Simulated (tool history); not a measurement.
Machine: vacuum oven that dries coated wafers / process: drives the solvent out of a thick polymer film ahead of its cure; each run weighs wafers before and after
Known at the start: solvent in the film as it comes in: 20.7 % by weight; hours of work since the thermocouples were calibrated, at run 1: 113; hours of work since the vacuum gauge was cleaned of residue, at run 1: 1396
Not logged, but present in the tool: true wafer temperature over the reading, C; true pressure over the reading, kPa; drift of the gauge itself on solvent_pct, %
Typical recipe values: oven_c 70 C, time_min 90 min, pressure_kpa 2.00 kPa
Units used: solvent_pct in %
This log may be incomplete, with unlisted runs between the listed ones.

run    hour  oven_c  time_min  pressure_kpa  hours of work since the thermocouples were calibrated  hours of work since the vacuum gauge was cleaned of residue  solvent_pct
  1     0.0      70        90          2.00                                                    113                                                         1396         5.30
  2    99.3      70        90          2.00                                                    177                                                         1460         5.24
  3   201.3      70        90          2.00                                                    243                                                         1526         5.21
  4   314.8      70        90          2.00                                                    316                                                         1600         5.11
  5   398.1      70        90          2.00                                                    370                                                         1654         5.18
  6   488.9      70        90          2.00                                                    429                                                         1712         5.25
  7   557.1      70        90          2.00                                                    473                                                         1756         5.07
  8   613.9      58        90          2.00                                                    509                                                         1793        10.63
      693.0  -- vacuum gauge cleaned of residue and calibrated
  9   707.1      70        90          1.18                                                    569                                                            9         4.10
 10   794.8      70        90          1.18                                                    625                                                           66         3.97
 11   849.3      70        90          2.00                                                    661                                                          101         4.75
 12   950.1      70        90          2.00                                                    726                                                          166         4.66
      983.8  -- oven's thermocouples calibrated
 13  1073.5      70        51          2.00                                                     58                                                          245         8.11
 14  1157.4      70        51          2.00                                                    112                                                          299         8.16
 15  1226.9      62       118          4.63                                                    157                                                          344        10.46
 16  1346.0      62       118          4.63                                                    234                                                          421        10.20
 17  1407.2      76        75          3.60                                                    274                                                          460         4.79
 18  1523.0      75       130          3.56                                                    349                                                          535         3.64
 19  1591.5      62        90          3.88                                                    393                                                          580        10.16
 20  1643.5      62        90          3.88                                                    427                                                          613        10.34
 21  1706.2      79        81          4.81                                                    467                                                          654         4.36
 22  1776.6      78        58          2.69                                                    513                                                          699         4.33
 23  1882.6      83        73          5.21                                                    581                                                          768         3.62
 24  1941.1      60        87          2.00                                                    619                                                          806         9.46
 25  2003.3      68        58          1.06                                                    659                                                          846         7.16
 26  2102.7      68        58          1.06                                                    723                                                          910         7.45
     2137.4  -- oven's thermocouples calibrated
 27  2172.3      68        58          1.06                                                     23                                                          954         7.75

Consider 5 possible next runs. They are alternatives, not a sequence: every one starts from the tool as it was left by run 27. What does each give?
  A  2266.6      70        69          2.49                                                     84                                                         1015            ?
  B  2266.6      72       135          3.45                                                     84                                                         1015            ?
  C  2266.6      73        58          1.06                                                     84                                                         1015            ?
  D  2266.6      65        90          1.60                                                     84                                                         1015            ?
  E  2266.6      70        89          1.49                                                     84                                                         1015            ?

run  solvent_pct
  A         7.11
  B         4.57
  C         5.80
  D         7.20
  E         5.02
The same runs, with their run-to-run variation unchanged, on a tool lacking any hidden condition would have given:
run  solvent_pct
  A         6.96
  B         4.39
  C         5.66
  D         7.01
  E         4.85
